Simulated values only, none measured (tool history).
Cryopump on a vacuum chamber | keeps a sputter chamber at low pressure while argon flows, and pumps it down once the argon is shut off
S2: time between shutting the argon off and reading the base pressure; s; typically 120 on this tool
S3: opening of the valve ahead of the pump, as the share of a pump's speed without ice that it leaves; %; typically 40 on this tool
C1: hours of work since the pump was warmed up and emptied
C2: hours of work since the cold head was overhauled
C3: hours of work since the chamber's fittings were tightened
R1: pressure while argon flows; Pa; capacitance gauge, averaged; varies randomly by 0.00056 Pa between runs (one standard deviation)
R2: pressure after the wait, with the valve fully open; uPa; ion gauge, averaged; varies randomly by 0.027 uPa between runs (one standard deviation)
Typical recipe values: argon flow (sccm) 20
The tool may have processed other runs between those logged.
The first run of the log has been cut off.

{"run": 2, "hour": 59.7, "argon flow (sccm)": 20, "S2": 120, "S3": 31, "C1": 267, "C2": 1020, "C3": 2348, "R1": 0.0889, "R2": 2.97}
{"run": 3, "hour": 97.2, "argon flow (sccm)": 20, "S2": 120, "S3": 31, "C1": 288, "C2": 1042, "C3": 2369, "R1": 0.088, "R2": 2.99}
{"run": 4, "hour": 154.2, "argon flow (sccm)": 20, "S2": 120, "S3": 40, "C1": 322, "C2": 1075, "C3": 2403, "R1": 0.0699, "R2": 3.13}
{"run": 5, "hour": 198.2, "argon flow (sccm)": 20, "S2": 120, "S3": 40, "C1": 347, "C2": 1101, "C3": 2428, "R1": 0.0714, "R2": 3.15}
{"run": 6, "hour": 241.1, "argon flow (sccm)": 21, "S2": 120, "S3": 40, "C1": 372, "C2": 1126, "C3": 2453, "R1": 0.0745, "R2": 3.15}
{"run": 7, "hour": 272.1, "argon flow (sccm)": 21, "S2": 120, "S3": 40, "C1": 390, "C2": 1144, "C3": 2471, "R1": 0.0734, "R2": 3.18}
{"run": 8, "hour": 313.0, "argon flow (sccm)": 21, "S2": 120, "S3": 40, "C1": 414, "C2": 1168, "C3": 2495, "R1": 0.0755, "R2": 3.22}
{"run": 9, "hour": 357.6, "argon flow (sccm)": 20, "S2": 120, "S3": 50, "C1": 440, "C2": 1194, "C3": 2521, "R1": 0.0579, "R2": 3.26}
{"run": 10, "hour": 391.8, "argon flow (sccm)": 20, "S2": 120, "S3": 40, "C1": 460, "C2": 1213, "C3": 2541, "R1": 0.0719, "R2": 3.32}
{"run": 11, "hour": 425.4, "argon flow (sccm)": 20, "S2": 120, "S3": 40, "C1": 480, "C2": 1233, "C3": 2561, "R1": 0.0726, "R2": 3.33}
{"run": 12, "hour": 470.5, "argon flow (sccm)": 20, "S2": 120, "S3": 40, "C1": 506, "C2": 1259, "C3": 2587, "R1": 0.0728, "R2": 3.38}
{"run": 13, "hour": 532.0, "argon flow (sccm)": 16, "S2": 120, "S3": 40, "C1": 542, "C2": 1295, "C3": 2623, "R1": 0.0591, "R2": 3.49}
{"hour": 542.0, "done": "leaking fittings of the chamber tightened, without venting"}
{"run": 14, "hour": 590.9, "argon flow (sccm)": 20, "S2": 120, "S3": 48, "C1": 575, "C2": 1328, "C3": 28, "R1": 0.0627, "R2": 1.29}
{"run": 15, "hour": 642.4, "argon flow (sccm)": 20, "S2": 120, "S3": 40, "C1": 605, "C2": 1358, "C3": 58, "R1": 0.0747, "R2": 1.29}
{"run": 16, "hour": 693.1, "argon flow (sccm)": 20, "S2": 120, "S3": 40, "C1": 634, "C2": 1388, "C3": 88, "R1": 0.075, "R2": 1.4}
{"run": 17, "hour": 728.0, "argon flow (sccm)": 20, "S2": 120, "S3": 40, "C1": 655, "C2": 1408, "C3": 108, "R1": 0.0755, "R2": 1.38}
{"run": 18, "hour": 782.9, "argon flow (sccm)": 29, "S2": 120, "S3": 40, "C1": 687, "C2": 1440, "C3": 140, "R1": 0.1093, "R2": 1.42}
{"run": 19, "hour": 824.0, "argon flow (sccm)": 29, "S2": 120, "S3": 40, "C1": 711, "C2": 1464, "C3": 164, "R1": 0.111, "R2": 1.42}
{"hour": 868.1, "done": "pump warmed up, emptied and cooled again"}
{"run": 20, "hour": 878.8, "argon flow (sccm)": 29, "S2": 120, "S3": 40, "C1": 6, "C2": 1493, "C3": 193, "R1": 0.0965, "R2": 1.36}

Estimate the outcome of run 21 from the log above:
{"run": 21, "hour": 914.3, "argon flow (sccm)": 29, "S2": 120, "S3": 40, "C1": 27, "C2": 1514, "C3": 214, "R1": "?", "R2": "?"}

R1: 0.0975 Pa
R2: 1.34 uPa
The same run, on a tool lacking any hidden state, would have yielded R1 0.0961 Pa, R2 1.18 uPa.
